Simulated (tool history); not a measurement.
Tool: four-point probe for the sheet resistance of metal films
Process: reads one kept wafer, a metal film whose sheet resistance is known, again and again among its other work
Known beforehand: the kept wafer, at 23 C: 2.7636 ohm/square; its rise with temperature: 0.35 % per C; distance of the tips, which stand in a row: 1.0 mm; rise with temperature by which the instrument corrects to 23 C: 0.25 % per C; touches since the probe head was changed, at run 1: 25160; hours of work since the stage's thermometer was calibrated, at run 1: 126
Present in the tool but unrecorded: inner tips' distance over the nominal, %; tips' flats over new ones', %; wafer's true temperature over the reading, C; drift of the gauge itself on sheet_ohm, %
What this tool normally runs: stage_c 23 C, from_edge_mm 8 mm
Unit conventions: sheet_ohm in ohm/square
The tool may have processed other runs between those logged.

run	hour	stage_c	from_edge_mm	touches since the probe head was changed	hours of work since the stage's thermometer was calibrated	sheet_ohm
1	0.0	23	8	25160	126	2.779450
2	9.1	23	44	25342	132	2.756091
3	26.2	23	17	25685	142	2.761398
4	42.1	23	17	26003	151	2.760607
5	51.4	23	41	26189	157	2.758061
6	65.8	23	41	26477	165	2.756783
7	76.5	23	8	26691	172	2.778059
8	85.7	28	8	26876	177	2.792241
9	101.4	28	8	27191	187	2.792616
10	115.8	28	8	27477	195	2.791696
11	124.9	28	8	27660	200	2.792054
12	140.0	26	53	27962	209	2.764155
13	152.2	32	8	28206	217	2.801894
14	168.1	27	8	28525	226	2.789268
15	186.8	28	5	28899	237	2.827112
16	200.2	33	17	29166	245	2.785995
17	209.4	33	17	29351	251	2.786203
18	218.3	33	17	29529	256	2.786808
19	230.4	22	4	29771	263	2.840487
20	240.1	32	74	29965	269	2.778292

3 options for the next run, each taken on its own from the tool as it stands now. Forecast them:
A	248.7	33	10	30137	274	?
B	248.7	23	6	30137	274	?
C	248.7	19	14	30137	274	?

run	sheet_ohm
A	2.795216
B	2.795184
C	2.749744
Take away the tool's hidden state, keep each run's random variation, and the runs would have read:
run	sheet_ohm
A	2.804463
B	2.804388
C	2.758792

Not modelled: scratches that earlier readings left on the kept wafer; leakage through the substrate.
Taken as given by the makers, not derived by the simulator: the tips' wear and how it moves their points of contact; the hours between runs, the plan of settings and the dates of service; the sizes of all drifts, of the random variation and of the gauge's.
